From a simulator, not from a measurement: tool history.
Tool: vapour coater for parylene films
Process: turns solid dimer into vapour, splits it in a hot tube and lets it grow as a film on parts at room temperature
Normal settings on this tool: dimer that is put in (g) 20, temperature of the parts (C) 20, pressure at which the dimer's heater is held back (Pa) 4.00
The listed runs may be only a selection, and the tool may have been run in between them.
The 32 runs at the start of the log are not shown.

run   hour  dimer that is put in (g)  temperature of the parts (C)  pressure at which the dimer's heater is held back (Pa)  thickness of the film (nm)
 33  389.2                        26                            25                                                    2.05                        6770
 34  405.2                        29                            25                                                    5.38                        6800
 35  415.2                        22                            32                                                    5.38                        3900
 36  431.6                        30                            14                                                    4.00                       11630
 37  448.1                        20                            25                                                    7.11                        4530
 38  461.1                        20                            25                                                    7.11                        4550
 39  473.7                        20                            25                                                    7.11                        4570
 40  484.4                        33                            17                                                    2.23                       11860
 41  497.2                        10                            20                                                    4.00                        2920
     502.4  -- trap's valve overhauled
 42  511.3                        10                            20                                                    4.00                        3380
 43  521.3                        10                            20                                                    8.61                        3270
 44  528.1                        20                            24                                                   11.84                        5270
 45  539.5                        21                            13                                                    2.22                        9220
 46  552.8                        21                            13                                                    2.22                        9430
 47  562.3                        21                            13                                                    2.22                        9200

What if the next run were any one of these 3? Each begins from the tool's condition after run 47:
  A  571.5                        10                            13                                                    2.22                           ?
  B  571.5                        25                            17                                                    2.86                           ?
  C  571.5                        13                            14                                                    2.22                           ?

run  thickness of the film (nm)
  A                        4420
  B                        9930
  C                        5670
With no hidden state in the tool, these same runs would have given:
run  thickness of the film (nm)
  A                        4470
  B                       10120
  C                        5730
